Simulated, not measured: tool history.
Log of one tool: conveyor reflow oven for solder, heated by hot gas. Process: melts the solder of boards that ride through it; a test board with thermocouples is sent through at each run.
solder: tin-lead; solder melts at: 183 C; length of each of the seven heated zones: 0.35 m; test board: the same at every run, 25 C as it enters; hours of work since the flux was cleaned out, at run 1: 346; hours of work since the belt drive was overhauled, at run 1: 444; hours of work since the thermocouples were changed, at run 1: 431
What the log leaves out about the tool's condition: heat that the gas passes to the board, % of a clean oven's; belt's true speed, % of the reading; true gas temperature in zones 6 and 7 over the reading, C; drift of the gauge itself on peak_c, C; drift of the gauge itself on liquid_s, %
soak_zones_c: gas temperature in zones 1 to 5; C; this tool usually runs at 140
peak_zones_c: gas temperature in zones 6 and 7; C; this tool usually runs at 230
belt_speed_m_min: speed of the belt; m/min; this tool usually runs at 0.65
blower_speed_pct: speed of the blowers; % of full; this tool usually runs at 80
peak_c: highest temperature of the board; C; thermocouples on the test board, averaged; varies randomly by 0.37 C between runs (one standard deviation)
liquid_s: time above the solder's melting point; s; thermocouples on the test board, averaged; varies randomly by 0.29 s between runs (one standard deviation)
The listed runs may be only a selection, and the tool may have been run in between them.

| run | day | soak_zones_c | peak_zones_c | belt_speed_m_min | blower_speed_pct | hours of work since the flux was cleaned out | hours of work since the belt drive was overhauled | hours of work since the thermocouples were changed | peak_c | liquid_s |
|---|---|---|---|---|---|---|---|---|---|---|
| 1 | 0 | 140 | 230 | 0.65 | 80 | 346 | 444 | 431 | 215.3 | 48.7 |
| 2 | 1.517 | 140 | 230 | 0.65 | 63 | 372 | 470 | 457 | 213.2 | 45.6 |
| 3 | 3.246 | 140 | 230 | 0.65 | 63 | 401 | 500 | 486 | 212.6 | 45.8 |
| 4 | 5.333 | 140 | 230 | 0.65 | 63 | 437 | 535 | 522 | 211.7 | 45.4 |
|  | 6.646 | flux residue cleaned out of gas plates and filters |
| 5 | 6.975 | 140 | 230 | 0.65 | 80 | 6 | 560 | 547 | 217.9 | 51 |
| 6 | 9.925 | 140 | 230 | 0.65 | 80 | 56 | 610 | 597 | 217.2 | 50.3 |
| 7 | 13.021 | 140 | 230 | 0.65 | 80 | 109 | 663 | 650 | 216.7 | 50.2 |
| 8 | 15.338 | 140 | 230 | 0.65 | 80 | 148 | 702 | 689 | 216.2 | 49 |
| 9 | 18.192 | 140 | 230 | 0.65 | 80 | 197 | 751 | 738 | 215.7 | 49.3 |
| 10 | 21.362 | 148 | 230 | 0.65 | 80 | 251 | 805 | 792 | 216.3 | 52.5 |
| 11 | 23.929 | 131 | 230 | 0.65 | 80 | 295 | 849 | 836 | 213.3 | 45 |
| 12 | 26.6 | 131 | 230 | 0.65 | 80 | 340 | 894 | 881 | 213.7 | 44.1 |
|  | 27.121 | thermocouples of zones 6 and 7 changed |
| 13 | 28.517 | 131 | 230 | 0.65 | 80 | 371 | 926 | 24 | 214.2 | 45.5 |
| 14 | 29.958 | 131 | 230 | 0.65 | 80 | 396 | 950 | 48 | 214.3 | 44.9 |
| 15 | 32.317 | 140 | 230 | 0.668 | 80 | 436 | 990 | 89 | 214.9 | 46.6 |
|  | 33.508 | flux residue cleaned out of gas plates and filters |
| 16 | 35.146 | 140 | 230 | 0.668 | 80 | 28 | 1035 | 133 | 217.9 | 49.3 |
| 17 | 37.433 | 140 | 230 | 0.592 | 67 | 67 | 1074 | 172 | 218.2 | 56.3 |
| 18 | 40.371 | 129 | 225 | 0.65 | 80 | 117 | 1124 | 222 | 211 | 43.4 |
| 19 | 42.317 | 127 | 225 | 0.523 | 80 | 150 | 1157 | 256 | 216.6 | 59.1 |
| 20 | 45.029 | 147 | 232 | 0.65 | 56 | 196 | 1204 | 302 | 216 | 51.2 |
| 21 | 46.325 | 136 | 230 | 0.759 | 80 | 219 | 1226 | 324 | 211.4 | 37.6 |
| 22 | 48.946 | 136 | 230 | 0.759 | 80 | 263 | 1270 | 369 | 210.9 | 37.4 |
| 23 | 51.458 | 136 | 230 | 0.759 | 80 | 306 | 1313 | 411 | 210.5 | 36.6 |
| 24 | 53.329 | 136 | 230 | 0.759 | 80 | 338 | 1345 | 443 | 210.3 | 36.7 |
| 25 | 54.717 | 136 | 230 | 0.759 | 80 | 362 | 1369 | 467 | 210.1 | 36.2 |
| 26 | 56.95 | 140 | 230 | 0.65 | 64 | 400 | 1407 | 505 | 212.6 | 46.2 |
| 27 | 58.871 | 146 | 235 | 0.709 | 67 | 432 | 1440 | 538 | 215.6 | 46.4 |
|  | 60.404 | flux residue cleaned out of gas plates and filters |
| 28 | 61.967 | 146 | 235 | 0.709 | 67 | 27 | 1489 | 587 | 218.1 | 48.2 |
| 29 | 64.933 | 146 | 235 | 0.709 | 67 | 77 | 1540 | 638 | 218.3 | 48 |
| 30 | 66.225 | 152 | 230 | 0.578 | 80 | 99 | 1562 | 660 | 220.8 | 64.1 |

Some steps in peak_c between neighbouring runs. How much of each would the tool show without its hidden state too (settings, what came in, random variation), and how much is left for the hidden state, with any gauge scatter that isn't in both results?
Run 4 -> 5: blower_speed_pct 63 -> 80, flux residue cleaned out of gas plates and filters. peak_c +6.2 C: hidden state +3, all else +3.2.
Run 15 -> 16: flux residue cleaned out of gas plates and filters. peak_c +3 C: hidden state +3, all else +0.
Run 17 -> 18: soak_zones_c 140 -> 129, peak_zones_c 230 -> 225, belt_speed_m_min 0.592 -> 0.65, blower_speed_pct 67 -> 80. peak_c -7.2 C: hidden state -0.5, all else -6.7.
Run 18 -> 19: soak_zones_c 129 -> 127, belt_speed_m_min 0.65 -> 0.523. peak_c +5.6 C: hidden state -0.1, all else +5.7.
Run 27 -> 28: flux residue cleaned out of gas plates and filters. peak_c +2.5 C: hidden state +3, all else -0.5.
